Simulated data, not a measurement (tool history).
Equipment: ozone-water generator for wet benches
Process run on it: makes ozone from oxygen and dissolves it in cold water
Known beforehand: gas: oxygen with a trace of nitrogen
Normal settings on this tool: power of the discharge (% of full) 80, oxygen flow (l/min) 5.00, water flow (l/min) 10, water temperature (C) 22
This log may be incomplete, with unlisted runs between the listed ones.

| run | hour | power of the discharge (% of full) | oxygen flow (l/min) | water flow (l/min) | water temperature (C) | dissolved ozone (ppm) | ozone in the gas ahead of the water (g/m3) |
|---|---|---|---|---|---|---|---|
| 1 | 0.0 | 80 | 5.00 | 10 | 22 | 27.8 | 198.6 |
| 2 | 35.3 | 80 | 5.00 | 10 | 22 | 27.5 | 199.2 |
| 3 | 96.5 | 80 | 5.00 | 10 | 22 | 27.3 | 196.9 |
| 4 | 149.1 | 80 | 5.00 | 10 | 22 | 27.3 | 200.5 |
| 5 | 210.1 | 80 | 5.00 | 10 | 22 | 27.1 | 198.8 |
| 6 | 264.5 | 80 | 5.00 | 10 | 22 | 26.9 | 198.4 |
| 7 | 322.9 | 80 | 5.00 | 10 | 22 | 27.0 | 198.5 |
| 8 | 362.6 | 80 | 5.00 | 10 | 22 | 27.0 | 199.1 |
| 9 | 407.7 | 80 | 5.00 | 10 | 22 | 27.1 | 197.6 |
| 10 | 449.5 | 80 | 5.00 | 14 | 22 | 20.5 | 199.5 |
| 11 | 492.2 | 80 | 5.00 | 14 | 22 | 20.8 | 197.2 |
| 12 | 533.8 | 80 | 5.00 | 14 | 22 | 20.8 | 197.6 |
| 13 | 573.8 | 80 | 6.12 | 10 | 22 | 25.3 | 173.3 |
| 14 | 625.0 | 85 | 5.00 | 10 | 22 | 28.1 | 205.0 |
| 15 | 674.4 | 85 | 5.00 | 10 | 22 | 27.8 | 202.3 |
| 16 | 727.5 | 85 | 5.00 | 10 | 22 | 27.8 | 206.2 |
| 17 | 786.5 | 85 | 3.31 | 14 | 22 | 22.9 | 269.4 |
| 18 | 848.8 | 84 | 3.31 | 10 | 22 | 30.6 | 265.8 |
| 19 | 891.3 | 51 | 6.81 | 15 | 20 | 13.1 | 113.2 |
| 20 | 931.3 | 70 | 4.66 | 10 | 22 | 24.5 | 187.4 |
| 21 | 973.8 | 70 | 4.66 | 10 | 22 | 24.6 | 186.2 |
| 22 | 1029.9 | 85 | 5.00 | 10 | 22 | 27.4 | 204.3 |
| 23 | 1072.9 | 85 | 5.00 | 10 | 22 | 27.3 | 204.6 |
| 24 | 1119.1 | 85 | 5.00 | 10 | 22 | 27.6 | 205.8 |
| 25 | 1171.5 | 85 | 5.00 | 10 | 22 | 27.8 | 205.2 |
| 26 | 1237.4 | 85 | 5.00 | 10 | 22 | 27.5 | 203.5 |

Difference, measured minus no-hidden-state, one row per run. Run-to-run variation is common to both terms; the gauge's own scatter need not be:
The hidden state here: yield of the discharge, % of new electrodes'; contactor's efficiency, % of a clean one's; true water temperature over the reading, C; drift of the gauge itself on ozone_ppm, %; drift of the gauge itself on gas_g_m3, %.
| run | dissolved ozone (ppm) | ozone in the gas ahead of the water (g/m3) |
|---|---|---|
| 1 | -0.8 | -2.3 |
| 2 | -0.8 | -2.5 |
| 3 | -0.9 | -2.8 |
| 4 | -1.0 | -3.0 |
| 5 | -1.0 | -3.2 |
| 6 | -1.0 | -3.4 |
| 7 | -1.1 | -3.7 |
| 8 | -1.1 | -3.9 |
| 9 | -1.1 | -4.0 |
| 10 | -0.9 | -4.2 |
| 11 | -1.0 | -4.4 |
| 12 | -1.0 | -4.6 |
| 13 | -1.2 | -4.1 |
| 14 | -1.4 | -5.3 |
| 15 | -1.5 | -5.6 |
| 16 | -1.5 | -5.8 |
| 17 | -1.3 | -8.1 |
| 18 | -1.7 | -8.2 |
| 19 | -0.7 | -2.4 |
| 20 | -1.4 | -5.3 |
| 21 | -1.4 | -5.5 |
| 22 | -1.7 | -7.3 |
| 23 | -1.8 | -7.4 |
| 24 | -1.8 | -7.6 |
| 25 | -1.9 | -7.9 |
| 26 | -2.0 | -8.2 |
